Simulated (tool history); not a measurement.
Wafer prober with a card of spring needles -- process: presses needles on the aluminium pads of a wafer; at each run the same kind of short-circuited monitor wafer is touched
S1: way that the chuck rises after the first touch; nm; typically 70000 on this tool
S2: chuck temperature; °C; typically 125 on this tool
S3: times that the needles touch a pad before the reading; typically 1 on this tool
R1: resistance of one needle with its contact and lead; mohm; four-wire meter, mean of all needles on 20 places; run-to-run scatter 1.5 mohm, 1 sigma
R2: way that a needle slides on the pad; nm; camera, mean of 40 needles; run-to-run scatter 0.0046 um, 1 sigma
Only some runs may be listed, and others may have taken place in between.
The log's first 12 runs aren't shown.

run,hour,S1,S2,S3,R1,R2
# hour 176.9: tips cleaned on abrasive film
13,176.9,83000,125,1,138,13260
# hour 195.3: tips cleaned on abrasive film
14,196.5,70000,63,1,153,11165
15,204.9,70000,125,3,165,11169
# hour 213.5: tips cleaned on abrasive film
16,223.4,80000,125,1,189,12753
# hour 231.7: tips cleaned on abrasive film
17,234.0,80000,28,2,141,12744
18,243.9,78000,44,1,199,12424
# hour 249.3: tips cleaned on abrasive film
19,259.0,56000,50,1,253,8898
# hour 267.1: tips cleaned on abrasive film
20,273.2,87000,33,1,165,13846
21,282.5,87000,33,1,187,13843
# hour 284.8: tips cleaned on abrasive film
# hour 289.6: height of the first contact set anew
22,298.0,54000,125,3,188,8647
# hour 303.3: tips cleaned on abrasive film
23,316.4,68000,125,2,193,10877
# hour 321.1: tips cleaned on abrasive film
24,328.6,68000,125,2,179,10862
# hour 340.1: tips cleaned on abrasive film
25,345.8,66000,45,1,194,10532
# hour 357.9: tips cleaned on abrasive film
26,363.4,70000,32,1,187,11169
27,372.7,76000,40,2,172,12123
# hour 375.6: tips cleaned on abrasive film
28,384.7,70000,125,1,210,11161
# hour 394.8: tips cleaned on abrasive film
29,401.1,58000,125,1,224,9229
# hour 412.4: tips cleaned on abrasive film
30,420.3,58000,29,1,235,9205
# hour 430.7: tips cleaned on abrasive film
31,434.3,56000,29,2,175,8879
# hour 439.8: height of the first contact set anew
# hour 449.3: tips cleaned on abrasive film
32,449.3,56000,29,2,134,8964

Below are 5 alternative next runs, each starting from the tool's condition after run 32. Predict each:
A,462.6,56000,122,2,?,?
B,462.6,56000,29,2,?,?
C,462.6,54000,29,1,?,?
D,462.6,70000,28,2,?,?
E,462.6,87000,116,2,?,?

run,R1,R2
A,213,8962
B,213,8961
C,276,8641
D,179,11193
E,170,13917
With the hidden condition removed and each run's random variation left untouched, the same runs would have given:
run,R1,R2
A,142,8969
B,130,8969
C,131,8649
D,124,11201
E,137,13925
